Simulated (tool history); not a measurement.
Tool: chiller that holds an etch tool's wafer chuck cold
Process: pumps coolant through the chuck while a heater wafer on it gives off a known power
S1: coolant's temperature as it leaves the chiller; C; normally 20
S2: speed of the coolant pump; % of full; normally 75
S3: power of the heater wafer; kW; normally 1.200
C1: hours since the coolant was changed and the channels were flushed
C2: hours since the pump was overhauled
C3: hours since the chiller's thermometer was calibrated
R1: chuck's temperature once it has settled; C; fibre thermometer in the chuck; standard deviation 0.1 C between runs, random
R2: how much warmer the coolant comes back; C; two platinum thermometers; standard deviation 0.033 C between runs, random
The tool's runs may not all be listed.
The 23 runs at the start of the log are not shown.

run 24 hour=1545.1 | S1=18 S2=65 S3=1.200 | C1=7401 C2=3925 C3=1545 | R1=28.6 R2=5.24
run 25 hour=1596.5 | S1=18 S2=65 S3=1.200 | C1=7452 C2=3977 C3=1597 | R1=28.6 R2=5.29
run 26 hour=1683.2 | S1=20 S2=64 S3=0.758 | C1=7539 C2=4063 C3=1683 | R1=27.0 R2=3.43
run 27 hour=1725.7 | S1=15 S2=69 S3=1.200 | C1=7581 C2=4106 C3=1726 | R1=25.4 R2=4.95
run 28 hour=1819.9 | S1=19 S2=99 S3=1.554 | C1=7675 C2=4200 C3=1820 | R1=29.6 R2=4.46
run 29 hour=1897.7 | S1=19 S2=99 S3=1.554 | C1=7753 C2=4278 C3=1898 | R1=29.7 R2=4.52
run 30 hour=1942.3 | S1=19 S2=99 S3=1.554 | C1=7798 C2=4322 C3=1942 | R1=29.8 R2=4.49
run 31 hour=1999.9 | S1=11 S2=90 S3=0.918 | C1=7856 C2=4380 C3=2000 | R1=17.9 R2=2.93

Each row is a separate what-if for the run after 31, all from the same tool condition, not one after another. Results?
run A hour=2047.4 | S1=20 S2=74 S3=1.200 | C1=7903 C2=4427 C3=2047 | R1=? R2=?
run B hour=2047.4 | S1=20 S2=75 S3=1.697 | C1=7903 C2=4427 C3=2047 | R1=? R2=?
run C hour=2047.4 | S1=11 S2=90 S3=0.611 | C1=7903 C2=4427 C3=2047 | R1=? R2=?
run D hour=2047.4 | S1=20 S2=64 S3=1.253 | C1=7903 C2=4427 C3=2047 | R1=? R2=?
run E hour=2047.4 | S1=15 S2=81 S3=1.663 | C1=7903 C2=4427 C3=2047 | R1=? R2=?

run=A R1=30.1 R2=4.65
run=B R1=33.9 R2=6.48
run=C R1=15.7 R2=1.97
run=D R1=31.3 R2=5.63
run=E R1=27.9 R2=5.91
With the hidden condition removed and each run's random variation left untouched, the same runs would have given:
run=A R1=28.9 R2=4.48
run=B R1=32.4 R2=6.25
run=C R1=15.1 R2=1.90
run=D R1=30.0 R2=5.43
run=E R1=26.4 R2=5.70

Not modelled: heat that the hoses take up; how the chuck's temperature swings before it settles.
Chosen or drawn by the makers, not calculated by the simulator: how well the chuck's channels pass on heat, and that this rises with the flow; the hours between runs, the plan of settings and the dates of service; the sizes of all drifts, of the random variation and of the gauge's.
